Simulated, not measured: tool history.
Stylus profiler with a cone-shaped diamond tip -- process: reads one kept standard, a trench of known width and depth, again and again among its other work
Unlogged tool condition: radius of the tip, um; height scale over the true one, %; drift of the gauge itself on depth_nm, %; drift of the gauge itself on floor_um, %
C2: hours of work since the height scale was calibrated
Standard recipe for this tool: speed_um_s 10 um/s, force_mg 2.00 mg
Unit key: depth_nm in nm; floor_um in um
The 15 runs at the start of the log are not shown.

Run 16, hour 1552.2: usual settings but speed_um_s 6 um/s; scans with this tip 9964; C2 1637. Result: depth_nm 503.63 nm, floor_um 44.86 um.
At hour 1666.5: new tip fitted, height scale calibrated.
Run 17, hour 1666.5: usual settings; scans with this tip 0; C2 0. Result: depth_nm 506.61 nm, floor_um 46.98 um.
Run 18, hour 1745.4: usual settings; scans with this tip 317; C2 52. Result: depth_nm 506.69 nm, floor_um 46.85 um.
Run 19, hour 1885.2: usual settings but force_mg 0.95 mg; scans with this tip 878; C2 144. Result: depth_nm 503.75 nm, floor_um 46.69 um.
Run 20, hour 1957.4: usual settings but force_mg 1.24 mg; scans with this tip 1168; C2 192. Result: depth_nm 504.53 nm, floor_um 46.63 um.
Run 21, hour 2067.1: usual settings but speed_um_s 5 um/s, force_mg 1.24 mg; scans with this tip 1608; C2 264. Result: depth_nm 504.33 nm, floor_um 46.60 um.
Run 22, hour 2153.4: usual settings but speed_um_s 5 um/s, force_mg 1.24 mg; scans with this tip 1954; C2 321. Result: depth_nm 504.08 nm, floor_um 46.47 um.
Run 23, hour 2290.1: usual settings but speed_um_s 5 um/s, force_mg 1.24 mg; scans with this tip 2502; C2 411. Result: depth_nm 503.77 nm, floor_um 46.41 um.
Run 24, hour 2431.0: usual settings but speed_um_s 5 um/s, force_mg 1.24 mg; scans with this tip 3068; C2 504. Result: depth_nm 503.96 nm, floor_um 46.24 um.
Run 25, hour 2509.4: usual settings but speed_um_s 7 um/s, force_mg 4.07 mg; scans with this tip 3383; C2 556. Result: depth_nm 509.77 nm, floor_um 46.19 um.
Run 26, hour 2583.6: usual settings but speed_um_s 16 um/s, force_mg 5.23 mg; scans with this tip 3681; C2 605. Result: depth_nm 511.54 nm, floor_um 46.06 um.

What will run 27 give?
Run 27, hour 2726.6: usual settings but speed_um_s 30 um/s; scans with this tip 4254; C2 699. Result: depth_nm ?, floor_um ?.

depth_nm: 505.17 nm
floor_um: 45.91 um
The same run, on a tool lacking any hidden state, would have yielded depth_nm 506.62 nm, floor_um 46.88 um.

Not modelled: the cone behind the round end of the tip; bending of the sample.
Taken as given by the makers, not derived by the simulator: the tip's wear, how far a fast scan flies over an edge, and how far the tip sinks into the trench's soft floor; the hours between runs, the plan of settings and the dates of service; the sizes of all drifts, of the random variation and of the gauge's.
